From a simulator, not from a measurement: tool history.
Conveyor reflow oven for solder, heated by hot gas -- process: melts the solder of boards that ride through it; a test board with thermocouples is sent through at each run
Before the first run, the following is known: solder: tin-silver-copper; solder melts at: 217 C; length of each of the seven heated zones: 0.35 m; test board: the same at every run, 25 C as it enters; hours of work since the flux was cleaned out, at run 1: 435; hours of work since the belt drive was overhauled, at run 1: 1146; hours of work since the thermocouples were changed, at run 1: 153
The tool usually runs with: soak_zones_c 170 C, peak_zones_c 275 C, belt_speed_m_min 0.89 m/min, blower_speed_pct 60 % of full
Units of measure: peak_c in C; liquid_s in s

run,hour,soak_zones_c,peak_zones_c,belt_speed_m_min,blower_speed_pct,hours of work since the flux was cleaned out,hours of work since the belt drive was overhauled,hours of work since the thermocouples were changed,peak_c,liquid_s
1,0,170,275,0.89,60,435,1146,153,249.4,32.1
# hour 21.6: flux residue cleaned out of gas plates and filters
2,69.1,170,275,0.89,60,25,1179,186,249.8,31.9
3,117.1,170,275,0.89,60,49,1204,211,250,32.3
4,188.6,170,275,0.89,60,86,1240,248,249.5,32.1
5,248.5,170,275,0.89,60,117,1271,279,250.4,31.7
6,320,170,275,0.89,60,154,1308,316,250.6,32.2
7,370.1,170,275,0.89,60,180,1334,342,250.1,32.2
8,451.2,170,275,0.89,53,222,1376,383,247.9,31
9,500.2,170,275,0.89,53,247,1402,409,248.3,30.5
10,576.1,170,275,0.89,53,287,1441,448,248.6,30.1
11,645.9,170,275,0.89,56,323,1477,484,249,31.6
12,702.7,170,275,0.89,60,352,1506,513,249.8,31.8
13,783.5,170,275,0.89,60,394,1548,555,249,32
14,876.7,170,275,0.89,60,442,1596,603,249.4,31.8
# hour 886.4: flux residue cleaned out of gas plates and filters
15,942.5,170,275,0.89,60,29,1627,635,249.8,31.7
16,1004.6,155,275,0.811,60,61,1660,667,250.1,32.9
# hour 1047.1: belt drive overhauled, speed set with a stopwatch
17,1069.1,155,275,0.811,60,92,11,698,250,32.7
18,1133.6,155,275,0.811,60,126,45,731,249.7,32.7
19,1197.5,178,264,0.767,67,159,78,764,249.1,40.9
20,1261.4,178,264,0.767,67,192,111,797,248.7,40.6
21,1320.8,183,275,0.89,66,222,141,828,254.4,36.8
22,1406.6,172,275,0.89,73,267,186,872,253.1,34.2
# hour 1422.2: thermocouples of zones 6 and 7 changed
23,1465.7,170,275,0.872,60,296,215,22,250.1,33.1
24,1556,171,268,1.034,86,343,262,69,243.3,24.5
25,1643.4,171,268,1.034,86,388,307,114,243.9,24.4
26,1729.2,170,275,0.905,69,432,351,159,251.3,32.2
# hour 1756.5: flux residue cleaned out of gas plates and filters
27,1825.5,170,275,0.815,69,36,399,206,254.7,38.4

Hidden condition of the tool, last listed run before each entry between runs versus first listed run after:
Run 1 -> run 2: flux residue cleaned out of gas plates and filters (hour 21.6)
  heat that the gas passes to the board, % of a clean oven's: 99.3 -> 99.9
Run 14 -> run 15: flux residue cleaned out of gas plates and filters (hour 886.4)
  heat that the gas passes to the board, % of a clean oven's: 99.3 -> 99.9; belt's true speed, % of the reading: 99.85 -> 99.84
Run 16 -> run 17: belt drive overhauled, speed set with a stopwatch (hour 1047.1)
  heat that the gas passes to the board, % of a clean oven's: 99.9 -> 99.8; belt's true speed, % of the reading: 99.84 -> 99.99; true gas temperature in zones 6 and 7 over the reading, C: -0.06 -> -0.07
Run 22 -> run 23: thermocouples of zones 6 and 7 changed (hour 1422.2)
  true gas temperature in zones 6 and 7 over the reading, C: -0.08 -> -0.01
Run 26 -> run 27: flux residue cleaned out of gas plates and filters (hour 1756.5)
  heat that the gas passes to the board, % of a clean oven's: 99.3 -> 99.9; belt's true speed, % of the reading: 99.96 -> 99.95; true gas temperature in zones 6 and 7 over the reading, C: -0.02 -> -0.03
